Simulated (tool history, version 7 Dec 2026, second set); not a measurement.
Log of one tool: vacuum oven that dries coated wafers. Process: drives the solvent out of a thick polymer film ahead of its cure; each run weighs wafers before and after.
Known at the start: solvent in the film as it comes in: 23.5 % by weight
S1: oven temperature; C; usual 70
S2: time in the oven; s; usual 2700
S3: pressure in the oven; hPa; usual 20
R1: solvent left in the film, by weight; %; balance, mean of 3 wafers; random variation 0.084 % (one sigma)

run,hour,S1,S2,S3,R1
1,0,70,2700,20,7.89
2,28.2,81,2700,20,3.77
3,59.2,81,2700,20,3.93
4,102.3,81,2700,20,4
5,128.7,70,2700,20,7.8
6,164.4,70,2700,20,7.72
7,192.7,70,2700,20,7.93
8,217.8,70,2700,20,8.02
9,254.1,70,2700,20,7.89
10,282.5,70,2700,20,8.04
11,306.4,70,2700,20,8.01
12,327.9,70,2700,20,7.95
13,370.6,70,3480,20,7.03
14,391.7,70,3480,20,6.98
15,422.4,70,3480,20,6.94
# hour 427.1: oven's thermocouples calibrated
16,469.2,70,3480,20,7.24
17,506.6,85,3060,20,3.23
18,525.8,74,2820,52.1,11.6
19,546.3,74,1800,18.3,8.53
20,590.4,63,3720,20,10.7
21,615.5,63,3720,20,10.4
# hour 646.5: oven's thermocouples calibrated, once more
22,651.9,67,2340,30.1,11.84
23,677.9,63,4080,17.3,8.61
24,702.3,63,4080,17.3,8.86
25,736.9,63,4080,17.3,8.67
26,771.9,76,2220,23,6.61
27,801.2,76,2220,23,6.52
28,824.5,70,2700,52.5,13.24
29,865.3,70,2700,52.5,13.43
30,885.2,70,2700,52.5,13.46
31,916.3,70,2700,52.5,13.39
32,952.7,70,2700,52.5,13.58

5 ways to go on from here, each from the tool as it stands after run 32. What would each give?
A,982.6,84,2160,20.5,?
B,982.6,62,2700,28.8,?
C,982.6,77,2700,20,?
D,982.6,69,3660,47.5,?
E,982.6,70,2700,16,?

run,R1
A,3.88
B,13.88
C,5.19
D,12.38
E,7.35
Without the tool's hidden state the same runs would have given:
run,R1
A,3.11
B,12.36
C,4.19
D,10.96
E,6.11
